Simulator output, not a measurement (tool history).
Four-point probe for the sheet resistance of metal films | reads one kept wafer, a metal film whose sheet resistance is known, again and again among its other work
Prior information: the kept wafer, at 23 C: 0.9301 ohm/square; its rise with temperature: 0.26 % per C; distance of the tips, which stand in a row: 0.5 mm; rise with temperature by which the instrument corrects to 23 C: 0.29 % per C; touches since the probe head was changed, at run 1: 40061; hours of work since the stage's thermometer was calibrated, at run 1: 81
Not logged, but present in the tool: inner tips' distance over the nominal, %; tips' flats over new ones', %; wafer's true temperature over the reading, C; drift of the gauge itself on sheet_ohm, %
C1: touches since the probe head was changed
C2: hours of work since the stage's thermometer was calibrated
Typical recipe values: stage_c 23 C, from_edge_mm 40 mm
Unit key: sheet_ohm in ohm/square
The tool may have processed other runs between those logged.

Run 1, hour 0.0: usual settings; C1 40061; C2 81. Result: sheet_ohm 0.930419 ohm/square.
Run 2, hour 77.0: usual settings but from_edge_mm 4 mm; C1 42107; C2 120. Result: sheet_ohm 0.937826 ohm/square.
Run 3, hour 166.6: usual settings but from_edge_mm 5 mm; C1 44487; C2 166. Result: sheet_ohm 0.935132 ohm/square.
Run 4, hour 240.5: usual settings but from_edge_mm 5 mm; C1 46451; C2 204. Result: sheet_ohm 0.935224 ohm/square.
Run 5, hour 311.2: usual settings but from_edge_mm 5 mm; C1 48329; C2 240. Result: sheet_ohm 0.934968 ohm/square.
Run 6, hour 413.3: usual settings but from_edge_mm 5 mm; C1 51042; C2 292. Result: sheet_ohm 0.934967 ohm/square.
Run 7, hour 472.6: usual settings but from_edge_mm 5 mm; C1 52617; C2 322. Result: sheet_ohm 0.935055 ohm/square.
Run 8, hour 521.6: usual settings but stage_c 22 C, from_edge_mm 27 mm; C1 53919; C2 347. Result: sheet_ohm 0.930485 ohm/square.
Run 9, hour 623.9: usual settings but stage_c 22 C, from_edge_mm 27 mm; C1 56637; C2 400. Result: sheet_ohm 0.929907 ohm/square.
Run 10, hour 717.6: usual settings but stage_c 22 C, from_edge_mm 27 mm; C1 59125; C2 448. Result: sheet_ohm 0.930504 ohm/square.
Run 11, hour 805.6: usual settings but stage_c 22 C, from_edge_mm 27 mm; C1 61465; C2 493. Result: sheet_ohm 0.930913 ohm/square.

Branching from run 11: 3 alternative next runs. What would each branch give?
Run A, hour 873.0: usual settings but stage_c 33 C, from_edge_mm 56 mm; C1 63255; C2 527. Result: sheet_ohm ?.
Run B, hour 873.0: usual settings but stage_c 18 C, from_edge_mm 5 mm; C1 63255; C2 527. Result: sheet_ohm ?.
Run C, hour 873.0: usual settings but stage_c 33 C, from_edge_mm 33 mm; C1 63255; C2 527. Result: sheet_ohm ?.

run  sheet_ohm
  A   0.927192
  B   0.936354
  C   0.927623
Had the tool no hidden state, the same runs would have come out as:
run  sheet_ohm
  A   0.927294
  B   0.936457
  C   0.927725
